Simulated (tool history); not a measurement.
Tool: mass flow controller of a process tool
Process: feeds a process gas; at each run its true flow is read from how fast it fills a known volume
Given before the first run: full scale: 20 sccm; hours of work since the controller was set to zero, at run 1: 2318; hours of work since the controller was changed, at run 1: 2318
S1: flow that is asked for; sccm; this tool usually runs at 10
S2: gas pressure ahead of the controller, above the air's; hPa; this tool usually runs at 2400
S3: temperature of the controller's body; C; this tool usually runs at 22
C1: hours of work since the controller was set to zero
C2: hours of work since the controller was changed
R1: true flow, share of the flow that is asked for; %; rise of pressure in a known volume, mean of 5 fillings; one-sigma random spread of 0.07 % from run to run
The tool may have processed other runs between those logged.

run    hour  S1    S2  S3    C1    C2      R1
  1     0.0  10  2400  22  2318  2318   98.84
  2    68.9  10  2400  22  2369  2369   98.84
  3   134.4  10  2400  22  2418  2418   98.75
  4   185.6  10  2400  22  2456  2456   98.74
  5   228.9  10  2400  22  2488  2488   98.99
  6   313.1  10  2400  22  2551  2551   98.79
  7   354.9  10  2100  22  2582  2582   98.86
  8   432.7  10  2400  22  2639  2639   98.88
  9   506.5  10  1420  22  2694  2694   98.99
 10   556.6  10  1690  22  2731  2731   98.83
 11   629.4  10  2400  22  2785  2785   98.89
 12   670.2   3  2400  29  2816  2816   99.11
 13   748.9   3  2400  29  2874  2874   98.98
 14   819.3   9  2400  22  2926  2926   98.58
 15   904.1  11  2730  21  2989  2989   98.75
 16   965.5   9  1800  21  3035  3035   98.74
 17  1049.7  17  2400  22  3097  3097   99.37
 18  1094.0  17  1420  22  3130  3130   99.49
 19  1171.6  17  1420  22  3188  3188   99.54
 20  1237.9  17  1420  22  3237  3237   99.39
 21  1277.7  10  1450  30  3267  3267  100.01

Branching from run 21: 4 alternative next runs. What would each branch give?
  A  1335.8   6  1790  27  3310  3310   ?
  B  1335.8  10  1450  33  3310  3310   ?
  C  1335.8  19  2400  39  3310  3310   ?
  D  1335.8  10  1450  39  3310  3310   ?

run      R1
  A   99.15
  B  100.30
  C  101.45
  D  100.88
Without the tool's unlogged condition, the same runs would have read:
run      R1
  A   99.17
  B  100.30
  C  101.45
  D  100.89
